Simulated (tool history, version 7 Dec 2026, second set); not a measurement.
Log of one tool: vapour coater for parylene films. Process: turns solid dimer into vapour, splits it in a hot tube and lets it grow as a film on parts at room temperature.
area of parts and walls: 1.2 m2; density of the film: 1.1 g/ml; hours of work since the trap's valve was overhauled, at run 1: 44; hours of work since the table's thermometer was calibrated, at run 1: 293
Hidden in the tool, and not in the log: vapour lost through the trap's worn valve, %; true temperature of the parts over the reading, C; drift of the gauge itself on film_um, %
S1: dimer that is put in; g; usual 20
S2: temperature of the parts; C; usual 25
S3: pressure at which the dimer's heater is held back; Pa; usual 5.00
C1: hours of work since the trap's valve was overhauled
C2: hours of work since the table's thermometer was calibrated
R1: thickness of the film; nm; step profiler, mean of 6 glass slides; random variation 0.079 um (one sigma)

| run | hour | S1 | S2 | S3 | C1 | C2 | R1 |
|---|---|---|---|---|---|---|---|
| 1 | 0.0 | 20 | 25 | 5.00 | 44 | 293 | 9270 |
| 2 | 37.1 | 20 | 25 | 5.00 | 63 | 312 | 9380 |
| 3 | 63.0 | 20 | 25 | 5.00 | 76 | 325 | 9120 |
| 4 | 110.5 | 20 | 25 | 5.00 | 100 | 349 | 9160 |
| 5 | 150.8 | 20 | 25 | 5.00 | 120 | 369 | 9230 |
| 6 | 182.9 | 20 | 29 | 5.00 | 136 | 385 | 7630 |
| 7 | 219.9 | 20 | 25 | 4.90 | 155 | 404 | 8980 |
| 8 | 254.6 | 20 | 25 | 4.90 | 172 | 421 | 9030 |
| 9 | 297.4 | 20 | 28 | 5.00 | 194 | 443 | 7840 |
| 10 | 348.3 | 20 | 28 | 5.00 | 219 | 468 | 7710 |
| 11 | 371.6 | 20 | 28 | 5.00 | 231 | 480 | 7710 |
| 12 | 410.9 | 20 | 25 | 5.00 | 251 | 500 | 8780 |
| 13 | 444.8 | 20 | 25 | 5.00 | 268 | 517 | 8740 |
| 14 | 493.8 | 20 | 25 | 5.00 | 293 | 542 | 8660 |
|  | 512.5 | trap's valve overhauled |
| 15 | 527.3 | 20 | 25 | 5.00 | 7 | 556 | 7880 |
| 16 | 574.3 | 20 | 24 | 5.00 | 31 | 580 | 8210 |
| 17 | 613.9 | 20 | 24 | 2.30 | 51 | 600 | 9110 |
|  | 663.0 | trap's valve overhauled, once more |
| 18 | 669.5 | 20 | 24 | 2.30 | 3 | 626 | 11280 |
| 19 | 691.8 | 33 | 25 | 5.00 | 15 | 637 | 15740 |
| 20 | 733.5 | 33 | 25 | 5.00 | 35 | 658 | 15740 |
| 21 | 779.2 | 33 | 25 | 5.00 | 58 | 681 | 15670 |
| 22 | 813.5 | 33 | 19 | 5.00 | 76 | 698 | 20330 |
| 23 | 847.2 | 20 | 24 | 5.00 | 93 | 715 | 9800 |
| 24 | 876.7 | 20 | 24 | 5.00 | 108 | 730 | 9620 |
| 25 | 909.8 | 11 | 19 | 7.63 | 124 | 747 | 6250 |
| 26 | 948.0 | 14 | 25 | 5.00 | 143 | 766 | 6430 |
| 27 | 983.1 | 20 | 18 | 11.99 | 161 | 784 | 11150 |
| 28 | 1032.0 | 24 | 20 | 2.69 | 186 | 808 | 15070 |
| 29 | 1065.1 | 14 | 20 | 7.58 | 202 | 825 | 7420 |
| 30 | 1100.9 | 14 | 20 | 7.58 | 220 | 843 | 7400 |
| 31 | 1135.5 | 20 | 25 | 2.50 | 238 | 861 | 9850 |
| 32 | 1170.5 | 20 | 25 | 2.50 | 255 | 878 | 9770 |
| 33 | 1202.4 | 20 | 25 | 2.50 | 272 | 894 | 9670 |
| 34 | 1227.3 | 20 | 25 | 2.50 | 284 | 907 | 9610 |
|  | 1265.6 | trap's valve overhauled |
| 35 | 1280.7 | 27 | 35 | 2.19 | 8 | 932 | 9320 |
| 36 | 1303.5 | 10 | 19 | 5.00 | 19 | 943 | 6310 |
| 37 | 1353.2 | 31 | 32 | 5.16 | 44 | 968 | 10730 |
| 38 | 1401.2 | 18 | 32 | 5.00 | 68 | 992 | 6260 |
| 39 | 1429.0 | 17 | 25 | 5.00 | 82 | 1006 | 7940 |
| 40 | 1468.3 | 17 | 25 | 5.00 | 102 | 1026 | 7870 |
| 41 | 1496.1 | 28 | 21 | 11.89 | 116 | 1040 | 14040 |
| 42 | 1534.9 | 28 | 21 | 11.89 | 136 | 1060 | 13780 |
| 43 | 1562.7 | 8 | 26 | 3.95 | 150 | 1074 | 3640 |
| 44 | 1585.5 | 20 | 25 | 2.62 | 161 | 1085 | 10010 |
| 45 | 1611.4 | 25 | 26 | 5.00 | 174 | 1098 | 11010 |
| 46 | 1658.8 | 19 | 25 | 5.00 | 198 | 1122 | 8650 |

Forecast each of these 5 alternatives for the next run:
| A | 1692.2 | 19 | 18 | 5.00 | 215 | 1139 | ? |
| B | 1692.2 | 19 | 33 | 5.00 | 215 | 1139 | ? |
| C | 1692.2 | 11 | 21 | 5.50 | 215 | 1139 | ? |
| D | 1692.2 | 34 | 18 | 8.10 | 215 | 1139 | ? |
| E | 1692.2 | 19 | 18 | 2.01 | 215 | 1139 | ? |

| run | R1 |
|---|---|
| A | 11910 |
| B | 6000 |
| C | 5880 |
| D | 19730 |
| E | 13140 |
Without the tool's hidden state the same runs would have given:
| run | R1 |
|---|---|
| A | 12570 |
| B | 6340 |
| C | 6200 |
| D | 20820 |
| E | 14110 |
